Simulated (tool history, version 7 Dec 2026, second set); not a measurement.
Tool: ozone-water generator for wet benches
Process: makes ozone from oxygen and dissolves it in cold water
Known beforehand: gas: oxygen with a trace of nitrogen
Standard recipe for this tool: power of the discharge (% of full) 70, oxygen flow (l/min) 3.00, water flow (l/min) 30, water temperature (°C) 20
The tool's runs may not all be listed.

run   hour  power of the discharge (% of full)  oxygen flow (l/min)  water flow (l/min)  water temperature (°C)  dissolved ozone (ppm)  ozone in the gas ahead of the water (g/m3)
  1    0.0                                  70                 3.00                  30                      20                   12.5                                       204.0
  2   19.4                                  70                 3.00                  30                      20                   12.7                                       203.8
  3   38.8                                  70                 3.00                  30                      20                   12.3                                       205.1
  4   68.1                                  70                 3.00                  30                      20                   12.1                                       206.4
  5   90.7                                  70                 3.00                  30                      20                   12.2                                       203.1
  6  111.0                                  70                 3.00                  30                      20                   12.3                                       203.3
  7  137.9                                  70                 3.00                  30                      20                   12.3                                       202.2
  8  154.8                                  84                 3.00                  25                      13                   18.4                                       240.2
  9  172.0                                  84                 3.00                  25                      13                   18.4                                       239.7
 10  194.5                                  42                 1.69                  33                      18                    6.4                                       183.1
 11  210.5                                  78                 3.00                  33                      23                   12.0                                       225.4
 12  232.7                                  78                 2.56                  33                      18                   12.0                                       246.8

Below are 5 alternative next runs, each starting from the tool's condition after run 12. Predict each:
  A  249.8                                  70                 3.00                  22                      20                      ?                                           ?
  B  249.8                                  57                 2.56                  35                      12                      ?                                           ?
  C  249.8                                  95                 3.00                  21                      20                      ?                                           ?
  D  249.8                                  95                 3.00                  21                      16                      ?                                           ?
  E  249.8                                  70                 3.00                  22                      20                      ?                                           ?

run  dissolved ozone (ppm)  ozone in the gas ahead of the water (g/m3)
  A                   16.6                                       206.1
  B                    9.1                                       185.2
  C                   22.6                                       266.2
  D                   23.6                                       269.2
  E                   16.5                                       201.2
Stripped of hidden state, with their random variation kept, the same runs would have yielded:
run  dissolved ozone (ppm)  ozone in the gas ahead of the water (g/m3)
  A                   17.4                                       212.2
  B                    9.5                                       189.7
  C                   24.0                                       276.5
  D                   25.0                                       279.6
  E                   17.4                                       207.3
